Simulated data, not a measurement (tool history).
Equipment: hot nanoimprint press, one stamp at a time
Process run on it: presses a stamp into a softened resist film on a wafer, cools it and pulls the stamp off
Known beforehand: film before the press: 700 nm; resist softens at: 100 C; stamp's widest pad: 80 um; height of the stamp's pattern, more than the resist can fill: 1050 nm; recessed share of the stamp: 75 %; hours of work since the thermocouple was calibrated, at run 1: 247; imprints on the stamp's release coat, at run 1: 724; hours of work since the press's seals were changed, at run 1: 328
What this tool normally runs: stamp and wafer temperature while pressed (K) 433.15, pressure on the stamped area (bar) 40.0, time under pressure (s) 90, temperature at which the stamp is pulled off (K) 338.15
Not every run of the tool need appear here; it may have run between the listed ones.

run     day  stamp and wafer temperature while pressed (K)  pressure on the stamped area (bar)  time under pressure (s)  temperature at which the stamp is pulled off (K)  hours of work since the thermocouple was calibrated  imprints on the stamp's release coat  hours of work since the press's seals were changed  resist left under the stamp's widest pad (angstrom)  greatest force while the stamp is pulled off (N)
  1   0.000                                         433.15                                40.0                       90                                            338.15                                                  247                                   724                                                 328                                                 3050                                               242
  2   0.438                                         433.15                                40.0                       90                                            338.15                                                  252                                   762                                                 333                                                 3035                                               238
  3   1.017                                         433.15                                40.0                       90                                            345.15                                                  259                                   812                                                 340                                                 3069                                               243
  4   1.412                                         433.15                                40.0                       90                                            345.15                                                  263                                   847                                                 344                                                 3067                                               239
  5   1.871                                         433.15                                40.0                       90                                            337.15                                                  269                                   886                                                 350                                                 3059                                               258
  6   2.371                                         433.15                                40.0                       90                                            338.15                                                  275                                   930                                                 356                                                 3030                                               252
  7   2.783                                         433.15                                40.0                       90                                            338.15                                                  280                                   966                                                 360                                                 3060                                               246
  8   3.500                                         433.15                                40.0                       90                                            338.15                                                  288                                  1028                                                 369                                                 3035                                               247
  9   4.142                                         433.15                                40.0                       90                                            338.15                                                  296                                  1084                                                 376                                                 3016                                               257
 10   4.804                                         433.15                                40.0                       90                                            338.15                                                  304                                  1141                                                 384                                                 3034                                               254
 11   5.179                                         433.15                                40.0                       90                                            338.15                                                  308                                  1174                                                 389                                                 2996                                               263
 12   5.896                                         433.15                                40.0                       90                                            338.15                                                  316                                  1236                                                 397                                                 3000                                               253
 13   6.233                                         433.15                                40.0                      146                                            338.15                                                  320                                  1265                                                 401                                                 2468                                               253
 14   6.888                                         433.15                                60.2                       90                                            338.15                                                  328                                  1322                                                 409                                                 2515                                               251
 15   7.212                                         433.15                                40.0                       90                                            332.15                                                  332                                  1350                                                 413                                                 2994                                               273
 16   7.817                                         424.15                                52.7                       81                                            336.15                                                  339                                  1403                                                 420                                                 4595                                               268
 17   8.238                                         424.15                                52.7                       81                                            336.15                                                  344                                  1439                                                 425                                                 4554                                               268
 18   8.950                                         442.15                                52.7                      103                                            336.15                                                  353                                  1501                                                 433                                                 1449                                               271
 19   9.733                                         437.15                                27.9                      109                                            332.15                                                  362                                  1569                                                 443                                                 2494                                               274
 20  10.467                                         437.15                                55.5                      109                                            342.15                                                  370                                  1633                                                 451                                                 1882                                               248

Predict the results of run 21:
 21  10.925                                         437.15                                55.5                      126                                            342.15                                                  376                                  1673                                                 457                                                    ?                                                 ?

Run 21 gave resist left under the stamp's widest pad (angstrom) 1710, greatest force while the stamp is pulled off (N) 253.
If the tool had no hidden condition, the same run with the same run-to-run variation would have returned resist left under the stamp's widest pad (angstrom) 1861, greatest force while the stamp is pulled off (N) 217.
